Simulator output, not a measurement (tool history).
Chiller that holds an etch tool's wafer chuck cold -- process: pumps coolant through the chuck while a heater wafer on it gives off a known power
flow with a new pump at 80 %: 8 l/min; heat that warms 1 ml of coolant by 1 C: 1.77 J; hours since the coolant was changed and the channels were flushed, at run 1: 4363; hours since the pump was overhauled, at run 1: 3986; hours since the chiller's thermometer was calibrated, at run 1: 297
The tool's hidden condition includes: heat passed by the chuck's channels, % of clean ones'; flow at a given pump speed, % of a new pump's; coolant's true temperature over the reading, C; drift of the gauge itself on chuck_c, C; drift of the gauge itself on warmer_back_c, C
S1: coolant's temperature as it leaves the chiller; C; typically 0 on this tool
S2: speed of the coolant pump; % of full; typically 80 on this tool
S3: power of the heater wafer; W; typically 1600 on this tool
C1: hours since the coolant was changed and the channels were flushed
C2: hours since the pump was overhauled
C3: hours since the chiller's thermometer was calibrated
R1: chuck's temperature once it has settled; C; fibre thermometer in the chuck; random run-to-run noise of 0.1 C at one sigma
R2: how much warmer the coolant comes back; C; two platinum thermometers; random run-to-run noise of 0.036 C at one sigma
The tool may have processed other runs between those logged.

run,hour,S1,S2,S3,C1,C2,C3,R1,R2
1,0,0,80,1600,4363,3986,297,13.8,6.95
2,129.2,0,80,1600,4492,4115,426,13.9,7.01
3,267,0,80,1600,4630,4253,564,13.7,7.03
4,449.4,0,80,1600,4812,4435,746,13.7,7.06
5,590.7,0,80,1600,4953,4576,888,13.8,7.02
6,776.3,0,80,1600,5139,4762,1073,13.8,7.04
7,892.7,0,80,1600,5255,4878,1190,14,7.1
8,1016.3,6,80,1600,5379,5002,1313,20,7.06
9,1204.9,6,80,1600,5568,5190,1502,19.9,7.08
10,1362.7,7,80,1600,5725,5348,1660,21,7.09
11,1556.8,7,80,1600,5919,5542,1854,21.2,7.07
12,1701.2,7,80,1600,6064,5687,1998,20.9,7.1
13,1893,0,80,1600,6256,5879,2190,14,7.1
14,2098.4,0,80,1600,6461,6084,2395,13.9,7.25
15,2259.3,0,80,1600,6622,6245,2556,14,7.19
16,2456.9,0,80,1600,6820,6443,2754,14.1,7.17
17,2611.9,0,80,1600,6975,6598,2909,14.1,7.14
# hour 2692.3: coolant changed, channels flushed
18,2712.2,0,80,1600,20,6692,3003,13.2,7.27
19,2856.8,0,80,1600,165,6836,3148,13.3,7.18
20,2940.7,0,80,1600,248,6920,3232,13.3,7.2
21,3032.6,-3,90,1514,340,7012,3324,8.4,6.14
22,3218.6,-4,90,1514,526,7198,3510,7.4,6.12
23,3325,0,72,2252,633,7305,3616,20.8,11.24
# hour 3342.7: chiller's thermometer calibrated
24,3477.4,-1,80,1600,784,7456,135,12.4,7.33
25,3645.2,0,98,1554,952,7624,302,10.8,5.81
26,3742.9,0,87,1621,1050,7722,400,12.4,6.83
# hour 3858.6: chiller's thermometer calibrated, once more
27,3932.4,0,87,1621,1238,7910,74,13.3,6.79
28,4069.9,0,80,1600,1376,8048,211,13.8,7.3
29,4175.5,3,80,1600,1481,8153,317,17,7.3
30,4275.2,3,80,1600,1581,8253,417,17,7.3
31,4452.3,9,71,1208,1758,8430,594,20.7,6.23
32,4611.2,-2,86,1600,1917,8589,753,11.1,6.8

Branching from run 32: 4 alternative next runs. What would each branch give?
A,4731.2,-1,65,1600,2037,8709,873,?,?
B,4731.2,-2,80,1154,2037,8709,873,?,?
C,4731.2,-3,86,1796,2037,8709,873,?,?
D,4731.2,1,93,1812,2037,8709,873,?,?

run,R1,R2
A,15.7,8.96
B,8.2,5.27
C,11.9,7.65
D,15.1,7.15
Had the tool no hidden state, the same runs would have come out as:
run,R1,R2
A,14.5,8.27
B,7.5,4.86
C,10.8,7.06
D,14.1,6.59

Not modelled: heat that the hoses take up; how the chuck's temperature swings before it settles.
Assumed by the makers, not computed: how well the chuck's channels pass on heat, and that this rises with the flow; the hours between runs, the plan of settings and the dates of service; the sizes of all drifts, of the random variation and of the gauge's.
